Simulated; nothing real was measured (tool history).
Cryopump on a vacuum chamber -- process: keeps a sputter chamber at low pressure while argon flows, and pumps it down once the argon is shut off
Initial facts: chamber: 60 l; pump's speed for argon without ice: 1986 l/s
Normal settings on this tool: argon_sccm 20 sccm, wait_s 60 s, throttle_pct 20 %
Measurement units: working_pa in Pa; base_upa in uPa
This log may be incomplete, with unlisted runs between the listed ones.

run   hour  argon_sccm  wait_s  throttle_pct  working_pa  base_upa
  1      0          20      60            20      0.0856      0.93
  2   11.1          20      28            20      0.0858      1.58
  3     18          20      60            20      0.0856      0.94
  4   32.5          20      60            20      0.0858      0.95
  5   44.8          20      60            20      0.0849      0.91
  6   53.6          30      60            20      0.1288      0.97
  7   66.3          20      60            20      0.0855      0.94
  8   81.7          20      60            20      0.0855      0.96
  9   94.7          12      60            20      0.0508      0.91
 10  108.1          20      60            32      0.0535      0.91
 11  116.6          20      60            32      0.0538      0.95
 12  130.8          20      60            47      0.0375      0.99
 13  137.7          20      60            47      0.0364      0.92
 14  149.5          20      60            47      0.0367      0.89
 15  158.2          20      60            20      0.0857      0.97
 16  172.3          20      60            32      0.0539       0.9
 17  186.7          20      60            32      0.0538      0.92
 18    199          10      60            20      0.0435      0.93
 19  205.8          10      60            20      0.0436      0.98
 20  212.2          10      60            20      0.0428      0.98
 21  225.4          10      60            20       0.043      0.93
 22  233.4          36      63            19      0.1628      0.93
 23  247.7          10      44            51      0.0172      1.17
 24  255.7          10      44            51      0.0168      1.18
 25  266.9          10      44            51      0.0172       1.2
 26  281.7          10      44            51      0.0167      1.17
 27  295.3          10      44            51      0.0171      1.15
 28  302.1           9      52            36      0.0215      1.07
 29  316.3          14      28            36      0.0336      1.62
 30    325          31      56            41      0.0655      0.99
 31  336.1          31      24            22      0.1211      1.85
 32  344.2          31      24            22      0.1214      1.82
 33  358.2          20      60            31      0.0555      0.97
 34  368.7          19     218            30      0.0547      0.56
 35  379.6          21      60            21       0.086      1.01

Table of differences, measured result less the result of that run with no hidden state. Run-to-run variation is the same in both. Gauge scatter possibly is not:
Hidden state at play: pump's speed, % of a pump's without ice; cold plate's temperature, K; leak into the chamber, uPa l/s; drift of the gauge itself on working_pa, %; drift of the gauge itself on base_upa, %.
run  working_pa  base_upa
  1     +0.0004     +0.18
  2     +0.0004     +0.18
  3     +0.0004     +0.19
  4     +0.0005     +0.19
  5     +0.0004     +0.19
  6     +0.0007     +0.19
  7     +0.0005     +0.19
  8     +0.0005      +0.2
  9     +0.0003      +0.2
 10     +0.0005      +0.2
 11     +0.0005      +0.2
 12     +0.0006     +0.21
 13     +0.0006      +0.2
 14     +0.0006      +0.2
 15     +0.0006     +0.21
 16     +0.0006      +0.2
 17     +0.0007     +0.21
 18     +0.0003     +0.22
 19     +0.0004     +0.22
 20     +0.0003     +0.21
 21     +0.0003     +0.22
 22     +0.0013     +0.22
 23     +0.0004     +0.22
 24     +0.0003     +0.22
 25     +0.0004     +0.23
 26     +0.0004     +0.22
 27     +0.0004     +0.23
 28     +0.0003     +0.24
 29     +0.0006     +0.24
 30     +0.0012     +0.24
 31     +0.0013     +0.24
 32     +0.0013     +0.24
 33     +0.0009     +0.24
 34     +0.0009     +0.25
 35      +0.001     +0.25

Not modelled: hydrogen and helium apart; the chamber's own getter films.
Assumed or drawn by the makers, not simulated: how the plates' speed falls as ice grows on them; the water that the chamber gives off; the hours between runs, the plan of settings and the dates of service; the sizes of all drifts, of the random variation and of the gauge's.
